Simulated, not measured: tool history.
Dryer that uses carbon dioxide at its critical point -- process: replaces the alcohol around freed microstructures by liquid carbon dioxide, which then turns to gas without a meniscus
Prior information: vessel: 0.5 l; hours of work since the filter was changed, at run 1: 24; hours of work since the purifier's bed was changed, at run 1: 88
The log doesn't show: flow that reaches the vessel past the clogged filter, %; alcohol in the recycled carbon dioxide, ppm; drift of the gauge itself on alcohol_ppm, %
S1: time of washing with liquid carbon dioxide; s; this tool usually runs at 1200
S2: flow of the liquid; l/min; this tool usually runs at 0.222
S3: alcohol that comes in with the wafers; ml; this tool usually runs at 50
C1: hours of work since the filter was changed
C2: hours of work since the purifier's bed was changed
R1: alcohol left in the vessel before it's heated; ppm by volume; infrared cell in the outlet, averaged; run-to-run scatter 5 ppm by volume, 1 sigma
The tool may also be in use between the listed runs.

run 1 hour=0 | S1=1200 S2=0.222 S3=50 | C1=24 C2=88 | R1=48
run 2 hour=10.6 | S1=1200 S2=0.222 S3=50 | C1=32 C2=96 | R1=40
run 3 hour=30.7 | S1=1200 S2=0.222 S3=50 | C1=47 C2=111 | R1=48
run 4 hour=54.5 | S1=1200 S2=0.222 S3=50 | C1=64 C2=128 | R1=60
run 5 hour=69.5 | S1=1200 S2=0.222 S3=50 | C1=75 C2=139 | R1=54
run 6 hour=81 | S1=1200 S2=0.222 S3=50 | C1=83 C2=147 | R1=53
run 7 hour=94.2 | S1=1440 S2=0.222 S3=50 | C1=93 C2=157 | R1=43
run 8 hour=115.6 | S1=1440 S2=0.222 S3=50 | C1=109 C2=173 | R1=49
run 9 hour=140.4 | S1=1440 S2=0.222 S3=50 | C1=127 C2=191 | R1=60
run 10 hour=155.9 | S1=1440 S2=0.222 S3=50 | C1=138 C2=202 | R1=61
run 11 hour=176 | S1=1440 S2=0.222 S3=50 | C1=153 C2=217 | R1=75
run 12 hour=193.3 | S1=1200 S2=0.222 S3=50 | C1=165 C2=229 | R1=87
run 13 hour=216.9 | S1=1200 S2=0.222 S3=50 | C1=183 C2=247 | R1=92
run 14 hour=241.4 | S1=1200 S2=0.222 S3=50 | C1=200 C2=264 | R1=92
run 15 hour=257 | S1=1200 S2=0.222 S3=50 | C1=212 C2=276 | R1=92
run 16 hour=275.2 | S1=1200 S2=0.222 S3=50 | C1=225 C2=289 | R1=110
run 17 hour=293.8 | S1=1200 S2=0.222 S3=50 | C1=239 C2=303 | R1=109
run 18 hour=310.4 | S1=1200 S2=0.222 S3=50 | C1=251 C2=315 | R1=111
run 19 hour=323.1 | S1=1200 S2=0.167 S3=50 | C1=260 C2=324 | R1=281
run 20 hour=347.4 | S1=1380 S2=0.222 S3=50 | C1=278 C2=342 | R1=90
-- hour=354.5 inlet filter changed
run 21 hour=358.9 | S1=1380 S2=0.222 S3=50 | C1=3 C2=349 | R1=102
run 22 hour=380.9 | S1=1380 S2=0.222 S3=50 | C1=19 C2=366 | R1=108
run 23 hour=395 | S1=1380 S2=0.222 S3=50 | C1=30 C2=376 | R1=107
run 24 hour=410.8 | S1=1200 S2=0.222 S3=50 | C1=41 C2=387 | R1=123
run 25 hour=436.6 | S1=720 S2=0.275 S3=20 | C1=60 C2=406 | R1=175
run 26 hour=453.3 | S1=720 S2=0.275 S3=20 | C1=72 C2=418 | R1=186
run 27 hour=471.2 | S1=720 S2=0.275 S3=20 | C1=85 C2=431 | R1=186
run 28 hour=490 | S1=1500 S2=0.218 S3=27 | C1=99 C2=445 | R1=130
run 29 hour=507.6 | S1=1500 S2=0.218 S3=27 | C1=112 C2=458 | R1=120
run 30 hour=526.1 | S1=720 S2=0.162 S3=29 | C1=125 C2=472 | R1=1477
run 31 hour=549.6 | S1=1200 S2=0.191 S3=25 | C1=142 C2=489 | R1=162
run 32 hour=570.4 | S1=1200 S2=0.191 S3=25 | C1=158 C2=504 | R1=155
run 33 hour=588.1 | S1=840 S2=0.287 S3=50 | C1=171 C2=517 | R1=193
run 34 hour=611.7 | S1=840 S2=0.287 S3=50 | C1=188 C2=534 | R1=194
run 35 hour=625.5 | S1=840 S2=0.287 S3=50 | C1=198 C2=544 | R1=195
run 36 hour=638.3 | S1=1500 S2=0.287 S3=23 | C1=207 C2=553 | R1=147
run 37 hour=663.5 | S1=1500 S2=0.287 S3=23 | C1=226 C2=572 | R1=148
run 38 hour=677.8 | S1=1500 S2=0.351 S3=60 | C1=236 C2=582 | R1=150
run 39 hour=690.6 | S1=1500 S2=0.351 S3=60 | C1=245 C2=592 | R1=161
run 40 hour=705.2 | S1=1800 S2=0.147 S3=50 | C1=256 C2=602 | R1=181
run 41 hour=722.1 | S1=1800 S2=0.147 S3=58 | C1=268 C2=615 | R1=185
run 42 hour=739.1 | S1=1800 S2=0.147 S3=58 | C1=281 C2=627 | R1=188
-- hour=741.2 inlet filter changed
run 43 hour=762.7 | S1=1500 S2=0.222 S3=82 | C1=16 C2=644 | R1=172
run 44 hour=779.6 | S1=900 S2=0.15 S3=35 | C1=28 C2=656 | R1=997
run 45 hour=805.5 | S1=900 S2=0.15 S3=35 | C1=47 C2=675 | R1=1029
run 46 hour=826.2 | S1=1560 S2=0.135 S3=35 | C1=62 C2=690 | R1=255
run 47 hour=841.4 | S1=1560 S2=0.373 S3=35 | C1=73 C2=701 | R1=179

Hidden state at the last listed run before each entry between runs and at the first one after, where it differs:
Run 20 -> run 21: inlet filter changed (hour 354.5)
  flow that reaches the vessel past the clogged filter, %: 92.9 -> 99.8; alcohol in the recycled carbon dioxide, ppm: 91.1 -> 93.1
  measured result minus the result with no hidden state, R1: +89 -> +88 ppm by volume
Run 42 -> run 43: inlet filter changed (hour 741.2)
  flow that reaches the vessel past the clogged filter, %: 93 -> 99.1; alcohol in the recycled carbon dioxide, ppm: 162.2 -> 166.2
  measured result minus the result with no hidden state, R1: +174 -> +162 ppm by volume
